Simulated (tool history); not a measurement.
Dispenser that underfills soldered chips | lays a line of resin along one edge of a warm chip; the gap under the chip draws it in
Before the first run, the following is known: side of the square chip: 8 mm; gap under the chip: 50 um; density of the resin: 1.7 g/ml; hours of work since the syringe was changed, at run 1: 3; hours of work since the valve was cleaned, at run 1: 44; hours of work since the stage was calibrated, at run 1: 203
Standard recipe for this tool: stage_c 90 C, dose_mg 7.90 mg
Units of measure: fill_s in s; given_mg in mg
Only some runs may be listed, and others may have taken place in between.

run	hour	stage_c	dose_mg	hours of work since the syringe was changed	hours of work since the valve was cleaned	hours of work since the stage was calibrated	fill_s	given_mg
1	0.0	90	7.90	3	44	203	80.0	7.59
2	6.0	90	7.90	8	49	208	99.5	7.61
# hour 7.5: new syringe of resin
3	9.0	90	7.90	1	51	210	73.7	7.55
4	12.4	90	7.90	4	53	212	82.2	7.66
5	16.8	90	6.91	7	57	216	101.6	6.63
# hour 18.9: new syringe of resin
6	20.8	101	7.90	1	59	218	47.6	7.54
7	26.3	101	7.90	6	64	223	58.0	7.53
# hour 30.3: new syringe of resin
8	30.9	104	7.09	0	67	226	42.0	6.67
9	34.3	102	7.93	3	69	228	48.4	7.55
10	40.5	102	7.93	8	74	233	61.6	7.39
# hour 41.9: new syringe of resin
11	45.1	90	7.12	2	77	236	80.2	6.64
12	50.6	90	7.12	7	81	240	97.5	6.53
# hour 53.2: new syringe of resin
13	55.9	90	7.12	2	85	244	81.1	6.72
14	62.5	90	7.12	7	90	249	103.6	6.57

Alternative continuations, all from the tool just after run 14; predict every row:
# hour 64.8: new syringe of resin
A	68.5	90	7.99	3	94	253	?	?
# hour 64.8: new syringe of resin
B	68.5	90	7.74	3	94	253	?	?
# hour 64.8: new syringe of resin
C	68.5	88	7.12	3	94	253	?	?

run	fill_s	given_mg
A	81.3	7.44
B	80.8	7.13
C	90.7	6.66
Without the tool's unlogged condition, the same runs would have read:
run	fill_s	given_mg
A	66.4	8.06
B	65.8	7.73
C	73.3	7.21

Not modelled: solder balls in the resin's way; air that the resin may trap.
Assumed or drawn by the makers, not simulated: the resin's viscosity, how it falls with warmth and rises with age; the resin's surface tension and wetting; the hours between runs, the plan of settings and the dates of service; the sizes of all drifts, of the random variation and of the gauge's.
